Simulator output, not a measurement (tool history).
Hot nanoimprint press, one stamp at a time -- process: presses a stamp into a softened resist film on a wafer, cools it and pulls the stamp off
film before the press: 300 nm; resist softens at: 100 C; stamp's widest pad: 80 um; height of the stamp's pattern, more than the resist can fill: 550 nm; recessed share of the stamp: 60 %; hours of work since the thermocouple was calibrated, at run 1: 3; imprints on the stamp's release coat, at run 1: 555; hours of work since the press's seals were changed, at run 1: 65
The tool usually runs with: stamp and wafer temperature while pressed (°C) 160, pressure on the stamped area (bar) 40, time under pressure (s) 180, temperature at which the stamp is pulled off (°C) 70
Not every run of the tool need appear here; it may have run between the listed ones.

| run | hour | stamp and wafer temperature while pressed (°C) | pressure on the stamped area (bar) | time under pressure (s) | temperature at which the stamp is pulled off (°C) | hours of work since the thermocouple was calibrated | imprints on the stamp's release coat | hours of work since the press's seals were changed | resist left under the stamp's widest pad (nm) | greatest force while the stamp is pulled off (N) |
|---|---|---|---|---|---|---|---|---|---|---|
| 1 | 0 | 160 | 40 | 180 | 70 | 3 | 555 | 65 | 178.4 | 133 |
| 2 | 5 | 160 | 40 | 180 | 70 | 5 | 567 | 68 | 177.7 | 131 |
| 3 | 9.2 | 161 | 40 | 180 | 70 | 7 | 578 | 69 | 171.2 | 128 |
| 4 | 16.1 | 161 | 40 | 180 | 70 | 10 | 595 | 73 | 172 | 132 |
| 5 | 24.7 | 160 | 40 | 180 | 70 | 14 | 617 | 76 | 178.2 | 129 |
| 6 | 32.9 | 160 | 40 | 180 | 70 | 18 | 637 | 80 | 178.5 | 130 |
| 7 | 38.1 | 151 | 40 | 180 | 70 | 20 | 651 | 82 | 244.6 | 136 |
| 8 | 44.1 | 160 | 40 | 158 | 70 | 23 | 666 | 85 | 184.5 | 137 |
| 9 | 53.3 | 160 | 40 | 158 | 70 | 27 | 689 | 89 | 186.2 | 139 |
| 10 | 60.3 | 160 | 40 | 158 | 70 | 30 | 707 | 92 | 185.2 | 134 |
| 11 | 70.3 | 160 | 40 | 158 | 70 | 34 | 732 | 96 | 185.4 | 139 |
| 12 | 80 | 160 | 40 | 180 | 77 | 38 | 756 | 101 | 177.8 | 123 |
| 13 | 89.2 | 160 | 40 | 180 | 77 | 42 | 779 | 105 | 178.4 | 123 |
| 14 | 97.3 | 160 | 40 | 180 | 77 | 46 | 800 | 108 | 179 | 122 |
| 15 | 107.1 | 160 | 40 | 180 | 77 | 50 | 825 | 113 | 179.3 | 129 |
|  | 120.1 | stamp cleaned and given a new release coat |
| 16 | 122.2 | 154 | 40 | 180 | 77 | 54 | 6 | 116 | 226.6 | 98 |
| 17 | 127.3 | 154 | 61.7 | 169 | 77 | 56 | 18 | 119 | 195.3 | 97 |
| 18 | 131.7 | 154 | 45.1 | 169 | 77 | 58 | 29 | 121 | 219.8 | 96 |
| 19 | 138.5 | 163 | 40 | 99 | 70 | 61 | 47 | 124 | 187.9 | 109 |
|  | 142.2 | plate thermocouple calibrated |
| 20 | 146.2 | 149 | 54.4 | 180 | 70 | 2 | 59 | 126 | 241.3 | 111 |
| 21 | 150.5 | 161 | 48.5 | 144 | 72 | 4 | 69 | 128 | 168.2 | 104 |
| 22 | 156.2 | 161 | 48.5 | 119 | 72 | 6 | 84 | 130 | 177.9 | 108 |
| 23 | 162.1 | 161 | 48.5 | 119 | 72 | 9 | 99 | 133 | 178.6 | 105 |
| 24 | 170 | 168 | 54 | 132 | 65 | 12 | 119 | 136 | 120.9 | 120 |
| 25 | 175.7 | 168 | 54 | 132 | 65 | 15 | 133 | 139 | 120.6 | 121 |
| 26 | 181.8 | 154 | 42.7 | 174 | 77 | 17 | 148 | 141 | 221.8 | 103 |
|  | 185.7 | plate thermocouple calibrated, once more |
| 27 | 189.3 | 160 | 27.5 | 121 | 64 | 2 | 160 | 143 | 227.8 | 121 |
| 28 | 196.5 | 171 | 64 | 121 | 64 | 5 | 178 | 147 | 100.5 | 121 |
| 29 | 200.6 | 171 | 64 | 121 | 64 | 7 | 188 | 148 | 100.6 | 124 |
| 30 | 209.1 | 167 | 40 | 180 | 74 | 10 | 210 | 152 | 134.2 | 109 |

Below are 4 alternative next runs, each starting from the tool's condition after run 30. Predict each:
| A | 214.7 | 167 | 40 | 180 | 56 | 13 | 224 | 154 | ? | ? |
| B | 214.7 | 150 | 40 | 180 | 74 | 13 | 224 | 154 | ? | ? |
| C | 214.7 | 154 | 28.2 | 180 | 77 | 13 | 224 | 154 | ? | ? |
| D | 214.7 | 150 | 63.8 | 180 | 76 | 13 | 224 | 154 | ? | ? |

| run | resist left under the stamp's widest pad (nm) | greatest force while the stamp is pulled off (N) |
|---|---|---|
| A | 134.1 | 140 |
| B | 252.4 | 109 |
| C | 249.2 | 104 |
| D | 224.9 | 107 |
Had the tool no hidden state, the same runs would have come out as:
| run | resist left under the stamp's widest pad (nm) | greatest force while the stamp is pulled off (N) |
|---|---|---|
| A | 132.7 | 128 |
| B | 251.2 | 100 |
| C | 248.1 | 96 |
| D | 222.7 | 99 |
